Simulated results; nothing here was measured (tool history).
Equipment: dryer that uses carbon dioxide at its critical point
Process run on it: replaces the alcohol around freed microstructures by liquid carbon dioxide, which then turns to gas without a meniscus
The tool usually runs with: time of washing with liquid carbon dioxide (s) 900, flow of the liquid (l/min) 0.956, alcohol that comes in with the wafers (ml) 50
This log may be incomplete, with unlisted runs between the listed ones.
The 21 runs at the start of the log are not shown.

run   hour  time of washing with liquid carbon dioxide (s)  flow of the liquid (l/min)  alcohol that comes in with the wafers (ml)  alcohol left in the vessel before it's heated (ppm by volume)
     597.2  -- inlet filter changed
 22  598.6                                             960                       0.884                                         113                                                            329
 23  634.0                                             660                       0.884                                         113                                                            967
 24  653.2                                             660                       1.125                                          50                                                            340
 25  679.8                                             660                       1.125                                          50                                                            350
 26  698.3                                             660                       1.125                                          50                                                            351
 27  715.3                                             900                       1.071                                          29                                                            263
 28  750.6                                             600                       1.071                                         104                                                            731
 29  779.9                                             660                       1.231                                          50                                                            322
 30  799.4                                             660                       1.231                                          50                                                            330

Here are 3 independent what-if runs from the current tool condition. What would each one return?
  A  825.4                                             660                       1.231                                          88                                                              ?
  B  825.4                                             900                       0.982                                          50                                                              ?
  C  825.4                                             600                       1.231                                          50                                                              ?

run  alcohol left in the vessel before it's heated (ppm by volume)
  A                                                            401
  B                                                            313
  C                                                            380
Stripped of hidden state, with their random variation kept, the same runs would have yielded:
run  alcohol left in the vessel before it's heated (ppm by volume)
  A                                                            118
  B                                                             43
  C                                                            101
